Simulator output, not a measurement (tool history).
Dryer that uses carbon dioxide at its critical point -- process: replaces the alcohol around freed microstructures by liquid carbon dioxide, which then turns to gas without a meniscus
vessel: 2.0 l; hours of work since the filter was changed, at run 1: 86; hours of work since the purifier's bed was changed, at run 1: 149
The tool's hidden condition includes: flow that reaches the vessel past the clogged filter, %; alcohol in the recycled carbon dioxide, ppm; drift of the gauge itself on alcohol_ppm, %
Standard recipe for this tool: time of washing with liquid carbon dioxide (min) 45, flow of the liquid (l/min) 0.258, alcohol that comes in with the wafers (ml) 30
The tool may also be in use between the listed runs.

run,hour,time of washing with liquid carbon dioxide (min),flow of the liquid (l/min),alcohol that comes in with the wafers (ml),hours of work since the filter was changed,hours of work since the purifier's bed was changed,alcohol left in the vessel before it's heated (ppm by volume)
1,0,45,0.258,30,86,149,115
2,31.4,45,0.258,30,101,163,113
3,51.4,45,0.258,30,110,172,117
4,77.4,45,0.258,30,122,184,128
5,109.9,45,0.258,30,137,199,135
6,128.4,45,0.258,30,145,208,123
7,154.4,45,0.191,30,157,220,403
8,173,45,0.191,30,166,228,399
9,193.2,45,0.258,30,175,238,139
10,210.7,67,0.258,30,183,246,48
11,239,67,0.258,30,196,259,47
12,253,67,0.258,30,203,265,47
13,282.7,45,0.258,39,216,279,173
14,312.5,45,0.258,30,230,292,148
15,343.2,45,0.258,30,244,307,154
16,371.8,45,0.258,30,258,320,162
17,400.2,57,0.258,30,271,333,96
18,432.3,45,0.258,30,285,348,172
19,452.4,45,0.258,27,295,357,162
20,481.6,45,0.258,23,308,370,140
21,497.7,45,0.258,30,315,378,172
22,524.6,45,0.258,38,328,390,201
23,547.9,45,0.258,30,339,401,183
24,567.8,30,0.32,86,348,410,834
25,581.9,45,0.296,97,354,417,243
26,596.7,45,0.296,97,361,423,257
27,617.7,45,0.306,24,371,433,105
28,650.9,42,0.369,74,386,448,134
29,668.4,42,0.369,74,394,456,124
30,686.4,49,0.369,107,402,465,105
# hour 696.8: inlet filter changed
31,703.4,45,0.169,34,3,472,639
32,734,45,0.169,34,17,486,632
33,767.3,45,0.169,34,32,501,633
34,781.4,59,0.169,69,39,508,464
35,814,59,0.169,69,54,523,489
36,832.8,45,0.182,30,63,532,477
37,856.6,45,0.265,22,74,543,143
38,873.2,45,0.265,22,81,550,135
39,895.6,35,0.288,30,92,561,258
40,922.9,35,0.288,30,104,573,259
41,954.7,35,0.288,30,119,588,264
42,987,60,0.258,30,134,603,109
43,1008.5,33,0.258,30,144,613,435
44,1028.2,45,0.345,48,153,622,125
45,1062.5,45,0.258,105,168,637,431
46,1076.3,45,0.258,105,175,644,447

How would selected steps in alcohol left in the vessel before it's heated (ppm by volume) from run to run divide? Give the signed amount a tool lacking its hidden state would still show from settings, what came in and random variation, and the signed amount left for the hidden state, including any gauge scatter that is not in both of the compared results.
Run 23 -> 24: time of washing with liquid carbon dioxide (min) 45 -> 30, flow of the liquid (l/min) 0.258 -> 0.32, alcohol that comes in with the wafers (ml) 30 -> 86. alcohol left in the vessel before it's heated (ppm by volume) +651: hidden state +172, all else +479.
Run 24 -> 25: time of washing with liquid carbon dioxide (min) 30 -> 45, flow of the liquid (l/min) 0.32 -> 0.296, alcohol that comes in with the wafers (ml) 86 -> 97. alcohol left in the vessel before it's heated (ppm by volume) -591: hidden state -142, all else -449.
Run 30 -> 31: time of washing with liquid carbon dioxide (min) 49 -> 45, flow of the liquid (l/min) 0.369 -> 0.169, alcohol that comes in with the wafers (ml) 107 -> 34, inlet filter changed. alcohol left in the vessel before it's heated (ppm by volume) +534: hidden state -6, all else +540.
Run 44 -> 45: flow of the liquid (l/min) 0.345 -> 0.258, alcohol that comes in with the wafers (ml) 48 -> 105. alcohol left in the vessel before it's heated (ppm by volume) +306: hidden state +55, all else +251.
